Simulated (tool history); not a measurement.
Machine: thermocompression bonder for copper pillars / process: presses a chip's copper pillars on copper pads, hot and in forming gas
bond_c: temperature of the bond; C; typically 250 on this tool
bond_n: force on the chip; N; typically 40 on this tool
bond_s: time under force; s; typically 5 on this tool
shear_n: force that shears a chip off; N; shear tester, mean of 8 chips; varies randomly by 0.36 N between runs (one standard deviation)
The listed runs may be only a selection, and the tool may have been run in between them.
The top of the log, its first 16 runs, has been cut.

run 17 hour=484.9 | bond_c=250 bond_n=40 bond_s=5 | shear_n=59.4
run 18 hour=520.4 | bond_c=258 bond_n=40 bond_s=5 | shear_n=67.3
run 19 hour=550.5 | bond_c=258 bond_n=40 bond_s=6 | shear_n=71.8
run 20 hour=579.9 | bond_c=232 bond_n=40 bond_s=5 | shear_n=42.8
run 21 hour=618.7 | bond_c=250 bond_n=35 bond_s=4 | shear_n=51
run 22 hour=646.9 | bond_c=278 bond_n=49 bond_s=6 | shear_n=97.7
run 23 hour=684.5 | bond_c=268 bond_n=49 bond_s=8 | shear_n=94.9
run 24 hour=718.9 | bond_c=270 bond_n=26 bond_s=12 | shear_n=84.8
run 25 hour=751.1 | bond_c=258 bond_n=29 bond_s=3 | shear_n=46.8
-- hour=768.6 forming gas filter changed
run 26 hour=786.5 | bond_c=250 bond_n=38 bond_s=3 | shear_n=51
run 27 hour=819.9 | bond_c=228 bond_n=43 bond_s=4 | shear_n=40.7
run 28 hour=851 | bond_c=228 bond_n=43 bond_s=4 | shear_n=40.1
run 29 hour=873.8 | bond_c=241 bond_n=42 bond_s=5 | shear_n=55.2
run 30 hour=916.9 | bond_c=250 bond_n=40 bond_s=14 | shear_n=88.4
run 31 hour=936.5 | bond_c=250 bond_n=40 bond_s=14 | shear_n=87.7
run 32 hour=976.3 | bond_c=250 bond_n=40 bond_s=14 | shear_n=87.5
run 33 hour=1010.1 | bond_c=244 bond_n=32 bond_s=5 | shear_n=49.9
run 34 hour=1054.2 | bond_c=250 bond_n=39 bond_s=4 | shear_n=56.6
run 35 hour=1078.1 | bond_c=250 bond_n=40 bond_s=4 | shear_n=56.5
run 36 hour=1116 | bond_c=226 bond_n=40 bond_s=6 | shear_n=43.3
run 37 hour=1138.5 | bond_c=278 bond_n=52 bond_s=3 | shear_n=85.4
run 38 hour=1178.7 | bond_c=266 bond_n=40 bond_s=8 | shear_n=88.5
run 39 hour=1201.1 | bond_c=266 bond_n=32 bond_s=4 | shear_n=64.1

3 ways to go on from here, each from the tool as it stands after run 39. What would each give?
run A hour=1234.6 | bond_c=226 bond_n=43 bond_s=7 | shear_n=?
run B hour=1234.6 | bond_c=238 bond_n=32 bond_s=7 | shear_n=?
run C hour=1234.6 | bond_c=235 bond_n=37 bond_s=11 | shear_n=?

run=A shear_n=47.4
run=B shear_n=50
run=C shear_n=61.7
The same runs, with their run-to-run variation unchanged, on a tool lacking any hidden condition would have given:
run=A shear_n=46.2
run=B shear_n=49
run=C shear_n=60.9
